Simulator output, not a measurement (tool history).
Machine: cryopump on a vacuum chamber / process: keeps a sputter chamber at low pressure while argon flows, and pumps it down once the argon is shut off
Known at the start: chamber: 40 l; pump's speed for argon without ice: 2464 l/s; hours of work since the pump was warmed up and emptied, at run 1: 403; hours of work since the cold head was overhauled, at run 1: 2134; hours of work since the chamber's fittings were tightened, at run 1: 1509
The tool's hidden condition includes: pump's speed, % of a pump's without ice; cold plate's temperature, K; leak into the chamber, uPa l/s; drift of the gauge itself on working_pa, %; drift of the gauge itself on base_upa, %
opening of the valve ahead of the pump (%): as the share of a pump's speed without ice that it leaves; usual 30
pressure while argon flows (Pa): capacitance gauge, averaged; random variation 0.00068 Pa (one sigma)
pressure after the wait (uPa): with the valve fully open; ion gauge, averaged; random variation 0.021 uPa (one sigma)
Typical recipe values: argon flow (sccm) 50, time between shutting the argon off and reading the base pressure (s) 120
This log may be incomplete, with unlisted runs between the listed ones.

run	hour	argon flow (sccm)	time between shutting the argon off and reading the base pressure (s)	opening of the valve ahead of the pump (%)	hours of work since the pump was warmed up and emptied	hours of work since the cold head was overhauled	hours of work since the chamber's fittings were tightened	pressure while argon flows (Pa)	pressure after the wait (uPa)
1	0	50	120	30	403	2134	1509	0.1221	0.68
2	72.7	50	120	30	463	2194	1569	0.1245	0.67
3	113.4	50	79	30	496	2228	1602	0.1246	0.87
4	159.8	50	79	30	535	2266	1641	0.1257	0.9
# hour 183.5: pump warmed up, emptied and cooled again
5	234.7	50	79	30	42	2324	1699	0.1162	0.84
6	295.9	50	120	30	93	2375	1749	0.1166	0.67
7	354	50	120	30	141	2423	1797	0.1176	0.67
8	395.7	50	182	30	175	2457	1832	0.1176	0.53
9	459	50	182	30	228	2509	1884	0.1182	0.56
10	514.3	50	182	30	273	2555	1930	0.1189	0.54
11	592	50	182	30	338	2619	1994	0.1218	0.61
12	660.6	50	118	30	394	2676	2051	0.1223	0.76
13	713.4	50	118	30	438	2720	2094	0.1237	0.75
14	760.6	53	49	30	477	2759	2133	0.1311	1.35
15	823.4	92	31	27	529	2810	2185	0.2555	1.78
# hour 849.7: pump warmed up, emptied and cooled again
16	867.3	92	31	27	15	2843	2217	0.2345	1.73
17	929	40	120	58	65	2894	2268	0.0486	0.7
18	1004.7	30	226	31	128	2956	2331	0.0684	0.53
19	1085.3	30	28	16	195	3023	2398	0.1307	1.85
20	1139.2	50	46	30	239	3067	2442	0.1191	1.35
21	1195.1	70	50	17	285	3114	2488	0.2905	1.26
22	1257.9	70	50	17	337	3165	2540	0.2904	1.29
23	1320.6	70	50	17	389	3217	2592	0.2928	1.28
24	1402.7	70	50	17	457	3285	2660	0.296	1.29
25	1465.6	35	58	30	509	3337	2712	0.0886	1.19
26	1507.2	35	40	30	543	3372	2746	0.0876	1.61

Here are 4 independent what-if runs from the current tool condition. What would each one return?
# hour 1516.2: pump warmed up, emptied and cooled again
A	1556.2	25	120	30	33	3408	2783	?	?
# hour 1516.2: pump warmed up, emptied and cooled again
B	1556.2	22	46	30	33	3408	2783	?	?
# hour 1516.2: pump warmed up, emptied and cooled again
C	1556.2	84	76	37	33	3408	2783	?	?
# hour 1516.2: pump warmed up, emptied and cooled again
D	1556.2	71	120	53	33	3408	2783	?	?

run	pressure while argon flows (Pa)	pressure after the wait (uPa)
A	0.0582	0.74
B	0.0506	1.36
C	0.1584	0.92
D	0.0948	0.72
The same runs, with their run-to-run variation unchanged, on a tool lacking any hidden condition would have given:
run	pressure while argon flows (Pa)	pressure after the wait (uPa)
A	0.0574	0.5
B	0.0499	1.11
C	0.1558	0.68
D	0.0926	0.47

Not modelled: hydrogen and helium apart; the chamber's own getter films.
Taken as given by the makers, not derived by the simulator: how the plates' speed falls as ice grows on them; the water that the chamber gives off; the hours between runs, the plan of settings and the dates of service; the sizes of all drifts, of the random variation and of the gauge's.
